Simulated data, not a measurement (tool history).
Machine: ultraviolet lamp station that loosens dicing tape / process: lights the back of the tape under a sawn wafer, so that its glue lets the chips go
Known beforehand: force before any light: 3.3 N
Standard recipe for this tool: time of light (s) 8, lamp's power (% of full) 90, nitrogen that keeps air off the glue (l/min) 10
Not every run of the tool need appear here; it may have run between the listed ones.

run   hour  time of light (s)  lamp's power (% of full)  nitrogen that keeps air off the glue (l/min)  force that peels the tape off (N)  light that reached the tape (mJ/cm²)
  1      0                  8                        90                                            10                              0.501                                   476
  2   26.3                  8                        90                                            10                               0.49                                   472
  3   58.6                  8                        90                                            10                              0.526                                   467
  4   87.4                  8                        66                                            10                              0.856                                   338
  5  107.7                  8                        66                                            10                              0.834                                   339
  6  137.1                  8                        66                                            10                              0.862                                   329
  7  168.3                  8                        89                                            10                              0.582                                   437
  8  201.2                  8                        89                                            10                              0.591                                   437
  9  220.2                 13                        90                                            10                              0.286                                   704
     223.2  -- window cleaned of glue's vapour
 10  236.6                  9                        90                                            10                              0.548                                   471
 11    264                  9                        90                                            10                              0.548                                   464
 12  285.8                  9                        90                                            10                               0.55                                   453
 13    320                  9                        90                                            10                              0.576                                   458
 14    346                  9                        90                                            10                              0.588                                   448
 15  364.6                  9                        90                                            10                              0.585                                   439
 16  399.6                  8                        63                                            12                              0.996                                   267
     421.8  -- window cleaned of glue's vapour, once more
 17  434.9                  7                        90                                             6                              0.778                                   409
 18  457.8                  7                        90                                            10                              0.636                                   407
 19    486                  7                        90                                            10                              0.647                                   406
 20  505.9                  8                        69                                            10                              0.787                                   349
 21  534.7                  6                        82                                            10                              0.906                                   311
 22  569.5                  6                        82                                            10                              0.948                                   302
 23  604.2                  6                        82                                            10                               0.95                                   301
 24  632.7                 11                        90                                             9                              0.393                                   598
 25  665.7                  6                        95                                             8                              0.926                                   340
 26  699.6                 10                        74                                             8                              0.667                                   434
 27  732.6                 11                        93                                            18                              0.293                                   591
 28  753.1                 13                        62                                             9                              0.554                                   460

Each row is a separate what-if for the run after 28, all from the same tool condition, not one after another. Results?
  A  773.8                  8                        90                                            17                                  ?                                     ?
  B  773.8                 14                        71                                             5                                  ?                                     ?
  C  773.8                  7                        74                                            10                                  ?                                     ?

run  force that peels the tape off (N)  light that reached the tape (mJ/cm²)
  A                              0.536                                   406
  B                              0.564                                   569
  C                              0.995                                   291
Without the tool's hidden state the same runs would have given:
run  force that peels the tape off (N)  light that reached the tape (mJ/cm²)
  A                              0.344                                   552
  B                              0.359                                   772
  C                              0.683                                   397

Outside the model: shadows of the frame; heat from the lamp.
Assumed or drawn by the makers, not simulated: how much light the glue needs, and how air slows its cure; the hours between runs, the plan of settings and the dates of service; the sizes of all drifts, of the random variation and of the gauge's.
